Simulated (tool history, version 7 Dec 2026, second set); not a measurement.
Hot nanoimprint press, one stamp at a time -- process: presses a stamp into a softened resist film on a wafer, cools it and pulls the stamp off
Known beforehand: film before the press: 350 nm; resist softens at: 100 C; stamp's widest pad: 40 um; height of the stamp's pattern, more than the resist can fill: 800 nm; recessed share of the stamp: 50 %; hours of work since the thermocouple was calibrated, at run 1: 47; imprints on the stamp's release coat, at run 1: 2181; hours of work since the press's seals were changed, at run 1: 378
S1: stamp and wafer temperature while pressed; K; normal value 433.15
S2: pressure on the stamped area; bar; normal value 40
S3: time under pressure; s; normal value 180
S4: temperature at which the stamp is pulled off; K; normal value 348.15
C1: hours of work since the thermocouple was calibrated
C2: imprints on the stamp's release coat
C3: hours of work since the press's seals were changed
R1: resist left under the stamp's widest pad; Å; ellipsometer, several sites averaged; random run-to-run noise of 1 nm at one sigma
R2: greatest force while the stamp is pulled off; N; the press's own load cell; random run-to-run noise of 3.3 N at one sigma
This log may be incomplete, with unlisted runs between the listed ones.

run,hour,S1,S2,S3,S4,C1,C2,C3,R1,R2
1,0,433.15,40,180,348.15,47,2181,378,1464,215
2,11.9,433.15,40,180,348.15,56,2212,387,1473,221
3,23.7,433.15,25.6,180,348.15,65,2243,396,1754,225
4,37.2,433.15,40,180,348.15,75,2278,406,1470,222
5,51,433.15,40,180,348.15,86,2314,417,1464,224
6,71.7,433.15,40,180,348.15,101,2369,432,1476,226
7,82.5,433.15,40,187,348.15,109,2397,440,1458,238
# hour 106.3: stamp cleaned and given a new release coat
8,112.7,433.15,40,180,348.15,128,17,459,1479,160
9,124,433.15,40,180,348.15,136,46,467,1471,154
10,136.3,433.15,40,180,348.15,145,79,476,1486,164
11,162.1,431.15,40,180,348.15,165,146,496,1645,168
12,180.8,431.15,40,180,348.15,179,195,510,1631,162
13,191.7,431.15,40,180,348.15,187,224,518,1641,165
14,212.7,431.15,40,180,348.15,203,278,534,1644,171
15,228.3,433.15,49.5,180,348.15,215,319,546,1369,168
16,248.3,440.15,39.3,173,345.15,230,371,561,1125,185
17,268.3,424.15,62.4,173,345.15,245,424,576,1954,179
18,282.1,433.15,34.5,180,348.15,256,460,587,1601,167
19,298,434.15,49.5,347,346.15,268,501,599,992,173
20,314.6,434.15,49.5,347,346.15,280,545,611,990,184
21,338.9,434.15,49.5,347,346.15,299,608,630,984,186
22,356.1,433.15,41.2,180,344.15,312,653,643,1487,198
# hour 368.5: plate thermocouple calibrated
23,374.9,433.15,46.6,352,348.15,5,695,655,1046,180
24,395.7,433.15,56.7,180,344.15,21,749,670,1281,194
25,412.1,443.15,40,326,338.15,33,792,683,705,211
26,437,433.15,40,180,343.15,52,857,701,1502,197
27,462.9,422.15,26.9,99,348.15,71,925,721,2921,194
28,476.3,422.15,26.9,99,348.15,81,960,731,2924,184
29,502.1,422.15,26.9,99,348.15,101,1027,751,2925,190
30,523.1,433.15,25.9,180,348.15,117,1082,766,1766,195

How the hidden state differs across the entries between the runs, from the last listed run before each to the first after it:
Logged between run 7 and run 8: stamp cleaned and given a new release coat (hour 106.3)
  true temperature over the reading, C: -0.12 -> -0.17; pressure that arrives at the usual setting, %: 97.48 -> 97.39; grip of the stamp's worn release coat, % over a new coat's: 44.9 -> 0.3
  what was measured, less what the result would be without the hidden state, R1: +24 -> +28 Å; R2: +74 -> +1 N
Logged between run 22 and run 23: plate thermocouple calibrated (hour 368.5)
  true temperature over the reading, C: -0.66 -> -0.06; pressure that arrives at the usual setting, %: 96.46 -> 96.41; grip of the stamp's worn release coat, % over a new coat's: 11.9 -> 12.7
  what was measured, less what the result would be without the hidden state, R1: +68 -> +24 Å; R2: +23 -> +20 N

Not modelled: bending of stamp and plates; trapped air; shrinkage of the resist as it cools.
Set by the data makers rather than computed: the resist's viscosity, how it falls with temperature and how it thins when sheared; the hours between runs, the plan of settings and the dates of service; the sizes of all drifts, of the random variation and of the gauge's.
